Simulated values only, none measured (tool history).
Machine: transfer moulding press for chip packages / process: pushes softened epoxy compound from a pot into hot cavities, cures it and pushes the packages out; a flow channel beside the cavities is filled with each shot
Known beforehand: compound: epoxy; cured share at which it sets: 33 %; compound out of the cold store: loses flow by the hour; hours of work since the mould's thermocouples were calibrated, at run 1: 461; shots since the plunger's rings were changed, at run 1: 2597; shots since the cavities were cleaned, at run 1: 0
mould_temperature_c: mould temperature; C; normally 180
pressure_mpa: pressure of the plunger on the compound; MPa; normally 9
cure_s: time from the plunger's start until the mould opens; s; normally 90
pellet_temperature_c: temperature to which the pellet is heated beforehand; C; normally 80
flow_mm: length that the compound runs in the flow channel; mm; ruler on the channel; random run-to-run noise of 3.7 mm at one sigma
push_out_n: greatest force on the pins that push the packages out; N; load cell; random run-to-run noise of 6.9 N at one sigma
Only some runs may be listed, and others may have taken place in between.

run,hour,mould_temperature_c,pressure_mpa,cure_s,pellet_temperature_c,hours of work since the mould's thermocouples were calibrated,shots since the plunger's rings were changed,shots since the cavities were cleaned,incoming compound's hours out of the cold store,flow_mm,push_out_n
1,0,180,9,90,80,461,2597,0,14.7,745,271
2,15.8,180,9,90,80,473,2832,235,37.4,701,372
3,40,180,9,90,80,491,3190,593,19.9,728,460
4,63.1,180,9,90,80,508,3533,936,15.5,731,502
# hour 70.8: cavities cleaned with cleaning compound and waxed
5,82.9,180,9,90,80,522,3805,180,30.4,698,596
6,96.3,180,9,90,80,532,4003,378,41.6,682,562
# hour 106.9: plunger's sealing rings changed
# hour 111.3: cavities cleaned with cleaning compound and waxed, once more
7,119,180,9,90,80,546,157,114,12.2,787,330
8,146.1,180,9,90,87,566,558,515,9.1,790,428
9,159,180,9,90,87,576,751,708,29.2,743,481
10,173.8,180,9,90,79,587,969,926,36.3,728,517
# hour 182.6: cavities cleaned with cleaning compound and waxed
11,203.5,180,9,90,80,608,1388,310,37,724,385
12,227.4,180,9,106,80,626,1742,664,45.1,705,423
13,240.6,180,9,106,80,635,1937,859,34.6,726,447
# hour 252.1: cavities cleaned with cleaning compound and waxed
14,259.1,180,9,106,80,648,2190,105,13.8,761,280
15,270.5,175,8.17,90,80,657,2359,274,41,677,465
16,297.9,172,9,90,83,677,2766,681,43.1,718,698
# hour 321.7: cavities cleaned with cleaning compound and waxed
17,324.8,172,9,90,83,696,3142,46,27,739,469
18,351.1,172,9,90,79,716,3532,436,8.6,769,708
# hour 369: mould's thermocouples calibrated
19,378.5,175,9.21,90,80,7,3908,812,9.6,763,671
# hour 393.7: plunger's sealing rings changed
# hour 397.4: cavities cleaned with cleaning compound and waxed
20,402.4,179,8.2,85,80,22,108,74,8,767,371
21,427.3,185,9,90,78,41,476,442,46.4,709,365
22,439.1,185,9,74,85,49,651,617,37.3,720,468
23,451,185,9,74,85,58,828,794,39.6,712,493
# hour 466.5: cavities cleaned with cleaning compound and waxed
24,477.9,185,9,74,85,77,1204,168,13.2,757,362
25,503.6,185,6.99,74,72,96,1586,550,23.2,646,459
26,519.8,187,9,90,73,108,1825,789,35.6,706,421
# hour 538.2: cavities cleaned with cleaning compound and waxed
27,545.9,180,7.21,90,80,127,2190,114,46.3,616,328
28,569.1,183,7.21,90,88,144,2535,459,19.6,649,415

For each entry between runs, how does the tool's hidden state at the last listed run before it compare with that at the first listed run after it?
In the gap between runs 4 and 5: cavities cleaned with cleaning compound and waxed (hour 70.8)
  true mould temperature over the reading, C: 0.86 -> 0.88; pressure that reaches the compound, % of what is set: 87.44 -> 86.54; grip of the stained cavities, % over clean ones': 81.1 -> 114.4
  measured less the result without the state, flow_mm: -53 -> -55 mm; push_out_n: +213 -> +306 N
In the gap between runs 6 and 7: plunger's sealing rings changed (hour 106.9); cavities cleaned with cleaning compound and waxed, once more (hour 111.3)
  true mould temperature over the reading, C: 0.9 -> 0.93; pressure that reaches the compound, % of what is set: 85.92 -> 99.11; grip of the stained cavities, % over clean ones': 110.8 -> 19.9
  measured less the result without the state, flow_mm: -57 -> -7 mm; push_out_n: +287 -> +43 N
In the gap between runs 10 and 11: cavities cleaned with cleaning compound and waxed (hour 182.6)
  true mould temperature over the reading, C: 1 -> 1.03; pressure that reaches the compound, % of what is set: 96.31 -> 94.9; grip of the stained cavities, % over clean ones': 82.2 -> 43.2
  measured less the result without the state, flow_mm: -17 -> -23 mm; push_out_n: +222 -> +106 N
In the gap between runs 13 and 14: cavities cleaned with cleaning compound and waxed (hour 252.1)
  true mould temperature over the reading, C: 1.08 -> 1.11; pressure that reaches the compound, % of what is set: 93.03 -> 92.21; grip of the stained cavities, % over clean ones': 78.5 -> 16.5
  measured less the result without the state, flow_mm: -30 -> -35 mm; push_out_n: +190 -> +36 N
In the gap between runs 16 and 17: cavities cleaned with cleaning compound and waxed (hour 321.7)
  true mould temperature over the reading, C: 1.16 -> 1.19; pressure that reaches the compound, % of what is set: 90.11 -> 88.81; grip of the stained cavities, % over clean ones': 69.2 -> 10.4
  measured less the result without the state, flow_mm: -43 -> -50 mm; push_out_n: +245 -> +0 N
In the gap between runs 18 and 19: mould's thermocouples calibrated (hour 369)
  true mould temperature over the reading, C: 1.23 -> 0.31; pressure that reaches the compound, % of what is set: 87.52 -> 86.18; grip of the stained cavities, % over clean ones': 56.6 -> 77.6
  measured less the result without the state, flow_mm: -58 -> -60 mm; push_out_n: +207 -> +283 N
In the gap between runs 19 and 20: plunger's sealing rings changed (hour 393.7); cavities cleaned with cleaning compound and waxed (hour 397.4)
  true mould temperature over the reading, C: 0.31 -> 0.34; pressure that reaches the compound, % of what is set: 86.18 -> 99.39; grip of the stained cavities, % over clean ones': 77.6 -> 14.2
  measured less the result without the state, flow_mm: -60 -> -4 mm; push_out_n: +283 -> +39 N
In the gap between runs 23 and 24: cavities cleaned with cleaning compound and waxed (hour 466.5)
  true mould temperature over the reading, C: 0.41 -> 0.44; pressure that reaches the compound, % of what is set: 96.94 -> 95.71; grip of the stained cavities, % over clean ones': 74.6 -> 24.4
  measured less the result without the state, flow_mm: -13 -> -18 mm; push_out_n: +206 -> +64 N
In the gap between runs 26 and 27: cavities cleaned with cleaning compound and waxed (hour 538.2)
  true mould temperature over the reading, C: 0.49 -> 0.53; pressure that reaches the compound, % of what is set: 93.58 -> 92.41; grip of the stained cavities, % over clean ones': 75 -> 20.4
  measured less the result without the state, flow_mm: -25 -> -26 mm; push_out_n: +178 -> +51 N

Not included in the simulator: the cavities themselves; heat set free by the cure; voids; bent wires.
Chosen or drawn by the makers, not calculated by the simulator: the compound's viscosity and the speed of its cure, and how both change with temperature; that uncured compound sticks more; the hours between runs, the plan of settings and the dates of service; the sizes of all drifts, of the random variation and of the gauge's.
